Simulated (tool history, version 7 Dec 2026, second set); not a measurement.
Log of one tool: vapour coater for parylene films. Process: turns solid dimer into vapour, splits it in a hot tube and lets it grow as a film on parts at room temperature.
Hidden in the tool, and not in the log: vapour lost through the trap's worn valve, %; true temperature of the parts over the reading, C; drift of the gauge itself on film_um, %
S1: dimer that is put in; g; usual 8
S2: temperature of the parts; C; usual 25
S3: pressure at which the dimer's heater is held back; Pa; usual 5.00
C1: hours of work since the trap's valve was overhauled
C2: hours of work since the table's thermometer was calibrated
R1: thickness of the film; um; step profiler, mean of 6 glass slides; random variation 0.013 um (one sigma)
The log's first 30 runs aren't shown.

run 31 hour=1005.5 | S1=12 S2=33 S3=9.37 | C1=338 C2=1001 | R1=1.43
run 32 hour=1031.3 | S1=12 S2=33 S3=9.37 | C1=351 C2=1015 | R1=1.46
run 33 hour=1055.3 | S1=4 S2=17 S3=5.00 | C1=364 C2=1027 | R1=0.76
run 34 hour=1079.0 | S1=4 S2=17 S3=5.00 | C1=376 C2=1040 | R1=0.78
run 35 hour=1103.8 | S1=4 S2=17 S3=5.00 | C1=389 C2=1052 | R1=0.79
run 36 hour=1130.4 | S1=9 S2=25 S3=3.97 | C1=403 C2=1066 | R1=1.54
run 37 hour=1168.6 | S1=6 S2=24 S3=3.97 | C1=422 C2=1086 | R1=1.04
run 38 hour=1200.8 | S1=8 S2=30 S3=5.00 | C1=439 C2=1103 | R1=1.17
run 39 hour=1236.6 | S1=8 S2=29 S3=5.41 | C1=458 C2=1121 | R1=1.16
run 40 hour=1269.6 | S1=8 S2=18 S3=7.49 | C1=475 C2=1138 | R1=1.39
run 41 hour=1310.5 | S1=8 S2=18 S3=7.49 | C1=496 C2=1159 | R1=1.39
run 42 hour=1342.2 | S1=8 S2=18 S3=3.12 | C1=512 C2=1176 | R1=1.62
run 43 hour=1377.0 | S1=5 S2=25 S3=6.21 | C1=530 C2=1194 | R1=0.78
run 44 hour=1413.8 | S1=5 S2=25 S3=6.21 | C1=549 C2=1213 | R1=0.79
run 45 hour=1455.3 | S1=5 S2=25 S3=6.21 | C1=571 C2=1234 | R1=0.75

Forecast run 46:
run 46 hour=1482.3 | S1=5 S2=25 S3=6.21 | C1=585 C2=1248 | R1=?

R1: 0.76 um
Without the tool's hidden state the same run would have given R1 0.80 um.
